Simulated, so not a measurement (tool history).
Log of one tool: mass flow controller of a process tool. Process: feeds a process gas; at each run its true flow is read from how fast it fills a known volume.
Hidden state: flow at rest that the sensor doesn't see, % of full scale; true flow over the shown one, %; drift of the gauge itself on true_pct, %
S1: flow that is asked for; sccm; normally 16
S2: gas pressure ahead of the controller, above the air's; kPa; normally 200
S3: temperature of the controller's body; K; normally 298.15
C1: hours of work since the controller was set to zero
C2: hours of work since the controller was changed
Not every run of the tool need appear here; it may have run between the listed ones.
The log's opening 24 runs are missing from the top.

run 25 day=376.4 | S1=16 S2=184 S3=298.15 | C1=387 C2=387 | true_flow_(%)=99.96
run 26 day=395.004 | S1=5 S2=236 S3=296.15 | C1=739 C2=739 | true_flow_(%)=99.38
run 27 day=405.338 | S1=16 S2=191 S3=298.15 | C1=934 C2=934 | true_flow_(%)=99.85
run 28 day=424.867 | S1=16 S2=191 S3=298.15 | C1=1303 C2=1303 | true_flow_(%)=99.81
run 29 day=439.646 | S1=16 S2=191 S3=298.15 | C1=1582 C2=1582 | true_flow_(%)=99.86
run 30 day=459.625 | S1=16 S2=191 S3=298.15 | C1=1959 C2=1959 | true_flow_(%)=100
run 31 day=481.821 | S1=20 S2=191 S3=298.15 | C1=2379 C2=2379 | true_flow_(%)=100.14
run 32 day=503.721 | S1=8 S2=189 S3=304.15 | C1=2792 C2=2792 | true_flow_(%)=99.74
run 33 day=522.075 | S1=8 S2=189 S3=304.15 | C1=3139 C2=3139 | true_flow_(%)=99.74
run 34 day=543.629 | S1=18 S2=160 S3=304.15 | C1=3546 C2=3546 | true_flow_(%)=100.19
run 35 day=561.758 | S1=18 S2=160 S3=304.15 | C1=3889 C2=3889 | true_flow_(%)=100.09
run 36 day=577.638 | S1=7 S2=246 S3=304.15 | C1=4189 C2=4189 | true_flow_(%)=99.67
run 37 day=600.525 | S1=7 S2=246 S3=304.15 | C1=4621 C2=4621 | true_flow_(%)=99.62
run 38 day=615.042 | S1=12 S2=200 S3=300.15 | C1=4895 C2=4895 | true_flow_(%)=99.75
run 39 day=638.029 | S1=16 S2=259 S3=299.15 | C1=5330 C2=5330 | true_flow_(%)=99.78
-- day=648.067 controller's zero set anew
run 40 day=654.621 | S1=8 S2=200 S3=297.15 | C1=124 C2=5643 | true_flow_(%)=99.51
run 41 day=669.933 | S1=7 S2=200 S3=301.15 | C1=413 C2=5932 | true_flow_(%)=99.58
run 42 day=680.762 | S1=10 S2=263 S3=298.15 | C1=618 C2=6137 | true_flow_(%)=99.61
run 43 day=693.683 | S1=3 S2=158 S3=298.15 | C1=862 C2=6381 | true_flow_(%)=99.43
-- day=712.258 controller exchanged for a calibrated one
run 44 day=712.258 | S1=9 S2=165 S3=307.15 | C1=0 C2=0 | true_flow_(%)=99.91
run 45 day=722.821 | S1=9 S2=165 S3=307.15 | C1=200 C2=200 | true_flow_(%)=99.91
run 46 day=733.617 | S1=5 S2=233 S3=308.15 | C1=403 C2=403 | true_flow_(%)=99.64
run 47 day=747.796 | S1=16 S2=173 S3=302.15 | C1=671 C2=671 | true_flow_(%)=99.95

Consider 4 possible next runs. They are alternatives, not a sequence: every one starts from the tool as it was left by run 47. What does each give?
run A day=767.338 | S1=16 S2=200 S3=301.15 | C1=1041 C2=1041 | true_flow_(%)=?
run B day=767.338 | S1=9 S2=179 S3=298.15 | C1=1041 C2=1041 | true_flow_(%)=?
run C day=767.338 | S1=16 S2=162 S3=302.15 | C1=1041 C2=1041 | true_flow_(%)=?
run D day=767.338 | S1=14 S2=150 S3=312.15 | C1=1041 C2=1041 | true_flow_(%)=?

run=A true_flow_(%)=99.88
run=B true_flow_(%)=99.59
run=C true_flow_(%)=100.09
run=D true_flow_(%)=100.18
Had the tool no hidden state, the same runs would have come out as:
run=A true_flow_(%)=99.89
run=B true_flow_(%)=99.6
run=C true_flow_(%)=100.1
run=D true_flow_(%)=100.19

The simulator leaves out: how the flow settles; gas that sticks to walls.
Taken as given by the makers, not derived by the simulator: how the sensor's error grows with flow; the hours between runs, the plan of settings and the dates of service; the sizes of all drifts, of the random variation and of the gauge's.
